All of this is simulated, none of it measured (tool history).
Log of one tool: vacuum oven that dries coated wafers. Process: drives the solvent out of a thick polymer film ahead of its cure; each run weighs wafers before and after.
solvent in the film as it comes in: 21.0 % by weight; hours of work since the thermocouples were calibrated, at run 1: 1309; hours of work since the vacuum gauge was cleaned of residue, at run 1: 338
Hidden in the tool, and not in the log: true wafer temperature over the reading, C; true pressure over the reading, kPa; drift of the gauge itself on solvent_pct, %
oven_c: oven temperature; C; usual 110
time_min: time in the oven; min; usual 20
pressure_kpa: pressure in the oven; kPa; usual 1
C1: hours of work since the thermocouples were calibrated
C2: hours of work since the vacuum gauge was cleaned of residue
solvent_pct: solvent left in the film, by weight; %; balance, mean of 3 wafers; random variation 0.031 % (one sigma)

{"run": 1, "day": 0.0, "oven_c": 110, "time_min": 20, "pressure_kpa": 1, "C1": 1309, "C2": 338, "solvent_pct": 2.04}
{"run": 2, "day": 3.296, "oven_c": 110, "time_min": 11, "pressure_kpa": 1, "C1": 1369, "C2": 397, "solvent_pct": 5.37}
{"run": 3, "day": 4.888, "oven_c": 110, "time_min": 20, "pressure_kpa": 1, "C1": 1397, "C2": 426, "solvent_pct": 2.14}
{"run": 4, "day": 6.358, "oven_c": 110, "time_min": 20, "pressure_kpa": 1, "C1": 1424, "C2": 452, "solvent_pct": 2.15}
{"run": 5, "day": 9.438, "oven_c": 110, "time_min": 20, "pressure_kpa": 1, "C1": 1479, "C2": 507, "solvent_pct": 2.25}
{"run": 6, "day": 11.404, "oven_c": 110, "time_min": 20, "pressure_kpa": 1, "C1": 1515, "C2": 543, "solvent_pct": 2.22}
{"run": 7, "day": 12.921, "oven_c": 110, "time_min": 20, "pressure_kpa": 1, "C1": 1542, "C2": 570, "solvent_pct": 2.27}
{"day": 13.854, "done": "oven's thermocouples calibrated"}
{"run": 8, "day": 16.583, "oven_c": 110, "time_min": 22, "pressure_kpa": 1, "C1": 49, "C2": 635, "solvent_pct": 1.28}
{"run": 9, "day": 19.975, "oven_c": 110, "time_min": 22, "pressure_kpa": 1, "C1": 110, "C2": 696, "solvent_pct": 1.3}
{"run": 10, "day": 22.238, "oven_c": 110, "time_min": 22, "pressure_kpa": 1, "C1": 151, "C2": 736, "solvent_pct": 1.31}
{"run": 11, "day": 25.267, "oven_c": 110, "time_min": 22, "pressure_kpa": 1, "C1": 205, "C2": 791, "solvent_pct": 1.36}
{"run": 12, "day": 26.838, "oven_c": 110, "time_min": 20, "pressure_kpa": 1, "C1": 234, "C2": 819, "solvent_pct": 1.63}
{"run": 13, "day": 29.654, "oven_c": 110, "time_min": 20, "pressure_kpa": 1, "C1": 284, "C2": 870, "solvent_pct": 1.69}
{"run": 14, "day": 31.929, "oven_c": 110, "time_min": 16, "pressure_kpa": 1.19, "C1": 325, "C2": 911, "solvent_pct": 2.63}
{"run": 15, "day": 35.133, "oven_c": 116, "time_min": 16, "pressure_kpa": 1.06, "C1": 383, "C2": 969, "solvent_pct": 1.25}
{"run": 16, "day": 37.075, "oven_c": 116, "time_min": 16, "pressure_kpa": 1.06, "C1": 418, "C2": 1004, "solvent_pct": 1.33}
{"run": 17, "day": 39.196, "oven_c": 114, "time_min": 12, "pressure_kpa": 1, "C1": 456, "C2": 1042, "solvent_pct": 2.9}
{"run": 18, "day": 42.6, "oven_c": 106, "time_min": 21, "pressure_kpa": 0.85, "C1": 518, "C2": 1103, "solvent_pct": 2.58}
{"run": 19, "day": 44.179, "oven_c": 106, "time_min": 21, "pressure_kpa": 0.85, "C1": 546, "C2": 1131, "solvent_pct": 2.6}
{"run": 20, "day": 46.55, "oven_c": 106, "time_min": 36, "pressure_kpa": 1.83, "C1": 589, "C2": 1174, "solvent_pct": 1.08}
{"run": 21, "day": 48.329, "oven_c": 110, "time_min": 26, "pressure_kpa": 1, "C1": 621, "C2": 1206, "solvent_pct": 1.04}
{"run": 22, "day": 50.417, "oven_c": 110, "time_min": 26, "pressure_kpa": 1, "C1": 658, "C2": 1244, "solvent_pct": 1.01}
{"run": 23, "day": 52.779, "oven_c": 119, "time_min": 22, "pressure_kpa": 0.74, "C1": 701, "C2": 1286, "solvent_pct": 0.39}
{"run": 24, "day": 56.217, "oven_c": 110, "time_min": 25, "pressure_kpa": 2.3, "C1": 763, "C2": 1348, "solvent_pct": 1.38}

The same runs without the tool's hidden state, with the same run-to-run variation:
run=1 solvent_pct=1.46
run=2 solvent_pct=4.42
run=3 solvent_pct=1.51
run=4 solvent_pct=1.5
run=5 solvent_pct=1.57
run=6 solvent_pct=1.52
run=7 solvent_pct=1.57
run=8 solvent_pct=1.21
run=9 solvent_pct=1.2
run=10 solvent_pct=1.2
run=11 solvent_pct=1.22
run=12 solvent_pct=1.47
run=13 solvent_pct=1.51
run=14 solvent_pct=2.39
run=15 solvent_pct=1.07
run=16 solvent_pct=1.14
run=17 solvent_pct=2.6
run=18 solvent_pct=2.23
run=19 solvent_pct=2.24
run=20 solvent_pct=0.85
run=21 solvent_pct=0.8
run=22 solvent_pct=0.76
run=23 solvent_pct=0.25
run=24 solvent_pct=1.07
